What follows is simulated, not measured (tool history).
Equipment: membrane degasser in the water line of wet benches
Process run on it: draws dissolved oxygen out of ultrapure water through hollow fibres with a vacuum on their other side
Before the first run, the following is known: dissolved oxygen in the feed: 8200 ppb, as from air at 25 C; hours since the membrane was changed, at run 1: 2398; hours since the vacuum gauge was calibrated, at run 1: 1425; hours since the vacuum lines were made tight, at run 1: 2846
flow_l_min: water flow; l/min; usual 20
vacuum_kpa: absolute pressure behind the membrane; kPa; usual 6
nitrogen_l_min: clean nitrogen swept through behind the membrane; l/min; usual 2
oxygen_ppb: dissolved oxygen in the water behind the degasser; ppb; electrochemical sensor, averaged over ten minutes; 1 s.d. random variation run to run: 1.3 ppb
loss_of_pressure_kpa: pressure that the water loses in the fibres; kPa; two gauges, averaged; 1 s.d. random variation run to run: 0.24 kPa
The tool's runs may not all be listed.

| run | hour | flow_l_min | vacuum_kpa | nitrogen_l_min | hours since the membrane was changed | hours since the vacuum gauge was calibrated | hours since the vacuum lines were made tight | oxygen_ppb | loss_of_pressure_kpa |
|---|---|---|---|---|---|---|---|---|---|
| 1 | 0 | 20 | 6 | 2 | 2398 | 1425 | 2846 | 135.2 | 62.36 |
| 2 | 45.4 | 20 | 6 | 4.73 | 2443 | 1470 | 2892 | 98.7 | 62.59 |
| 3 | 102.1 | 20 | 6 | 1.04 | 2500 | 1527 | 2949 | 190.5 | 62.59 |
| 4 | 139.6 | 20 | 3.92 | 2 | 2538 | 1564 | 2986 | 86.4 | 62.6 |
| 5 | 216.4 | 20 | 3.92 | 2 | 2614 | 1641 | 3063 | 86.6 | 62.48 |
| 6 | 277.6 | 20 | 3.92 | 2 | 2676 | 1702 | 3124 | 88.1 | 62.85 |
| 7 | 363.1 | 20 | 3.92 | 2 | 2761 | 1788 | 3210 | 89.3 | 62.71 |
| 8 | 428.7 | 32 | 6 | 2 | 2827 | 1854 | 3275 | 382.8 | 100.55 |
| 9 | 495.5 | 20 | 6 | 2 | 2894 | 1920 | 3342 | 136.9 | 62.65 |
| 10 | 563.9 | 20 | 6 | 2 | 2962 | 1989 | 3410 | 137.8 | 62.81 |
| 11 | 635.2 | 20 | 6 | 2 | 3033 | 2060 | 3482 | 135.8 | 62.76 |
| 12 | 678.4 | 20 | 6 | 2 | 3077 | 2103 | 3525 | 136 | 62.69 |
| 13 | 738 | 20 | 6 | 2 | 3136 | 2163 | 3584 | 136.2 | 62.47 |
| 14 | 810.2 | 19 | 6 | 2 | 3208 | 2235 | 3657 | 122 | 59.76 |
| 15 | 863 | 19 | 6 | 2 | 3261 | 2288 | 3709 | 123.1 | 59.86 |
| 16 | 907.1 | 19 | 6 | 2 | 3305 | 2332 | 3754 | 124 | 59.85 |
| 17 | 945.7 | 29 | 6 | 1.37 | 3344 | 2370 | 3792 | 355.3 | 90.55 |
| 18 | 1003.8 | 20 | 6 | 1.34 | 3402 | 2429 | 3850 | 166.7 | 63.48 |
| 19 | 1059.8 | 20 | 6 | 1.34 | 3458 | 2485 | 3906 | 167.5 | 63.12 |
| 20 | 1137.5 | 20 | 6 | 1.34 | 3536 | 2562 | 3984 | 169.9 | 63.1 |
| 21 | 1206.7 | 28 | 8.43 | 1.32 | 3605 | 2631 | 4053 | 441.9 | 88.54 |
| 22 | 1287 | 13 | 6.48 | 4.24 | 3685 | 2712 | 4133 | 38.3 | 41.35 |
| 23 | 1347.2 | 13 | 6.48 | 4.24 | 3745 | 2772 | 4194 | 38.1 | 41.17 |
| 24 | 1390.1 | 13 | 9.46 | 3.8 | 3788 | 2815 | 4237 | 67.3 | 40.76 |
| 25 | 1475.5 | 26 | 6.96 | 2 | 3874 | 2900 | 4322 | 287.7 | 82.34 |
| 26 | 1535.6 | 24 | 6 | 2 | 3934 | 2960 | 4382 | 218 | 75.92 |
| 27 | 1597.3 | 24 | 6 | 2 | 3995 | 3022 | 4444 | 214.2 | 76.14 |
| 28 | 1642.9 | 24 | 6 | 2 | 4041 | 3068 | 4489 | 212.4 | 76.23 |
| 29 | 1698 | 12 | 6.27 | 1.99 | 4096 | 3123 | 4545 | 55.4 | 37.96 |
| 30 | 1773.1 | 20 | 12.53 | 3 | 4171 | 3198 | 4620 | 223.5 | 63.67 |
|  | 1826.4 | seals of the vacuum lines changed |
| 31 | 1853.4 | 20 | 12.53 | 1.14 | 4249 | 3276 | 27 | 436 | 64.01 |
| 32 | 1898.2 | 20 | 12.53 | 1.14 | 4294 | 3321 | 72 | 428.7 | 63.54 |

Each row is a separate what-if for the run after 32, all from the same tool condition, not one after another. Results?
| A | 1971.6 | 20 | 6.91 | 1.14 | 4368 | 3394 | 145 | ? | ? |
| B | 1971.6 | 13 | 12.53 | 1.23 | 4368 | 3394 | 145 | ? | ? |
| C | 1971.6 | 15 | 5.47 | 1.07 | 4368 | 3394 | 145 | ? | ? |

| run | oxygen_ppb | loss_of_pressure_kpa |
|---|---|---|
| A | 221.2 | 63.62 |
| B | 246.1 | 41.04 |
| C | 100.9 | 47.66 |
Had the tool no hidden state, the same runs would have come out as:
| run | oxygen_ppb | loss_of_pressure_kpa |
|---|---|---|
| A | 204.5 | 61.28 |
| B | 240.2 | 39.53 |
| C | 92 | 45.91 |
